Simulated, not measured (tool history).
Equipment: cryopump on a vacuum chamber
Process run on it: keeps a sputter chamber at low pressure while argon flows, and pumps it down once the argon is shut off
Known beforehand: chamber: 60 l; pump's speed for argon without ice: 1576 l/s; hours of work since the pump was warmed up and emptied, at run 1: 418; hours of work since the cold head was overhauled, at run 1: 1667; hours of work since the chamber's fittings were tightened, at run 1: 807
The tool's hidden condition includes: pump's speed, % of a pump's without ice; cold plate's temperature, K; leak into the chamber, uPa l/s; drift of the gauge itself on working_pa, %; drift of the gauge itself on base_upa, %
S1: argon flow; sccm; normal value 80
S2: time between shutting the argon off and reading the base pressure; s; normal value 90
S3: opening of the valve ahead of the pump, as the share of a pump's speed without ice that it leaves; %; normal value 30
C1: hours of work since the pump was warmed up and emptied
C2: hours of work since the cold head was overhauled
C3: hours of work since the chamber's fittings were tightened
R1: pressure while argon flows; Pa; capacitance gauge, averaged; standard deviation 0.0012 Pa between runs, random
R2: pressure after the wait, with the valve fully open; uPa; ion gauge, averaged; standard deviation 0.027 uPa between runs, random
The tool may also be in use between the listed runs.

run	hour	S1	S2	S3	C1	C2	C3	R1	R2
1	0	80	90	30	418	1667	807	0.2946	1.58
2	65.1	80	90	30	455	1704	843	0.2931	1.61
3	112.3	80	90	25	482	1730	870	0.3522	1.72
4	193.7	80	90	30	528	1776	916	0.2972	1.76
5	254.4	80	90	30	562	1811	950	0.2968	1.77
6	342.4	80	28	30	612	1860	1000	0.2982	4
7	419.1	80	33	30	655	1904	1043	0.3003	3.53
8	483.3	80	90	31	691	1940	1079	0.2917	1.79
9	547.8	91	90	31	728	1976	1116	0.329	1.91
10	618.8	91	90	31	768	2016	1156	0.3297	1.91
11	700.3	91	90	31	814	2062	1202	0.3342	1.86
12	757	80	90	30	846	2094	1234	0.3035	1.96
13	825.5	80	90	30	885	2133	1273	0.3026	1.99
14	872.2	80	90	30	911	2159	1299	0.3046	1.98
15	948.3	80	90	30	954	2202	1342	0.3074	2.07
16	988.8	80	90	30	977	2225	1365	0.3063	2.07
17	1063.4	80	90	30	1019	2267	1407	0.3053	2.04
18	1114	148	65	27	1047	2296	1436	0.6295	2.52
19	1164.3	98	45	20	1076	2324	1464	0.5534	3.23
20	1234.3	73	223	45	1115	2364	1503	0.1944	1.55
21	1289.3	139	165	31	1146	2395	1535	0.5242	1.77
22	1341.8	139	165	31	1176	2425	1564	0.5252	1.76
# hour 1352.4: pump warmed up, emptied and cooled again
23	1409.2	80	77	30	32	2460	1599	0.2879	2.23
24	1474	80	77	30	69	2496	1636	0.291	2.18
25	1530.1	80	77	30	100	2528	1668	0.29	2.24
26	1568.1	80	69	30	122	2550	1689	0.2892	2.37
27	1633.4	142	262	30	159	2586	1726	0.5203	1.46
28	1669.6	41	90	21	179	2607	1746	0.2127	2.11
29	1715.9	84	135	30	205	2633	1773	0.3089	1.79
30	1768.9	36	90	20	235	2663	1803	0.1972	2.17
31	1816	36	90	20	262	2690	1829	0.1963	2.17
32	1869	36	90	20	292	2719	1859	0.1955	2.19
33	1940.4	69	59	30	332	2760	1899	0.2541	2.79
34	2001.5	69	59	30	366	2794	1934	0.2556	2.83

Difference, measured minus no-hidden-state, one row per run. Run-to-run variation is common to both terms; the gauge's own scatter need not be:
run	R1	R2
1	+0.009	+0.45
2	+0.0095	+0.48
3	+0.01	+0.51
4	+0.0111	+0.55
5	+0.0117	+0.55
6	+0.0126	+0.59
7	+0.0135	+0.62
8	+0.0143	+0.63
9	+0.0169	+0.67
10	+0.0179	+0.71
11	+0.0192	+0.72
12	+0.0174	+0.76
13	+0.0181	+0.79
14	+0.0188	+0.8
15	+0.0199	+0.85
16	+0.0203	+0.87
17	+0.0212	+0.89
18	+0.041	+0.92
19	+0.0279	+0.96
20	+0.0215	+0.96
21	+0.0427	+1.02
22	+0.0441	+1.03
23	+0.0038	+0.81
24	+0.0044	+0.81
25	+0.0049	+0.86
26	+0.0053	+0.88
27	+0.0106	+0.9
28	+0.0032	+0.9
29	+0.007	+0.92
30	+0.0032	+0.94
31	+0.0034	+0.97
32	+0.0036	+1
33	+0.0076	+1.03
34	+0.0081	+1.07
